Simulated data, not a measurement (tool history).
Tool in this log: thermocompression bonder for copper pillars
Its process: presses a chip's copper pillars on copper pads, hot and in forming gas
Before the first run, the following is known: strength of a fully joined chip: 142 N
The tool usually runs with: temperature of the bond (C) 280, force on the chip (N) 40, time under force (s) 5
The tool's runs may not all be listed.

| run | hour | temperature of the bond (C) | force on the chip (N) | time under force (s) | force that shears a chip off (N) |
|---|---|---|---|---|---|
| 1 | 0 | 280 | 40 | 5 | 79.9 |
| 2 | 59.3 | 280 | 40 | 5 | 79.6 |
| 3 | 110.9 | 280 | 40 | 5 | 79.5 |
|  | 134.5 | heater calibrated with a thermocouple chip |
| 4 | 184.4 | 295 | 40 | 5 | 92.9 |
|  | 191.5 | forming gas filter changed |
| 5 | 246.9 | 280 | 40 | 5 | 89.3 |
| 6 | 324.9 | 280 | 40 | 5 | 90.5 |
| 7 | 373.7 | 283 | 56 | 7 | 119.7 |
| 8 | 428 | 283 | 25 | 5 | 59.5 |
| 9 | 511 | 283 | 38 | 4 | 83.4 |
| 10 | 550.5 | 260 | 52 | 5 | 91.4 |
|  | 594.9 | heater calibrated with a thermocouple chip, once more |
| 11 | 632.4 | 260 | 35 | 9 | 62.9 |
|  | 702.2 | forming gas filter changed |
| 12 | 717.4 | 280 | 26 | 5 | 52.8 |

Each row is a separate what-if for the run after 12, all from the same tool condition, not one after another. Results?
| A | 761.5 | 280 | 36 | 12 | ? |
| B | 761.5 | 280 | 35 | 8 | ? |
| C | 761.5 | 274 | 55 | 6 | ? |

| run | force that shears a chip off (N) |
|---|---|
| A | 94.4 |
| B | 83.9 |
| C | 103.8 |
Without the tool's unlogged condition, the same runs would have read:
| run | force that shears a chip off (N) |
|---|---|
| A | 93.2 |
| B | 82.5 |
| C | 102.6 |
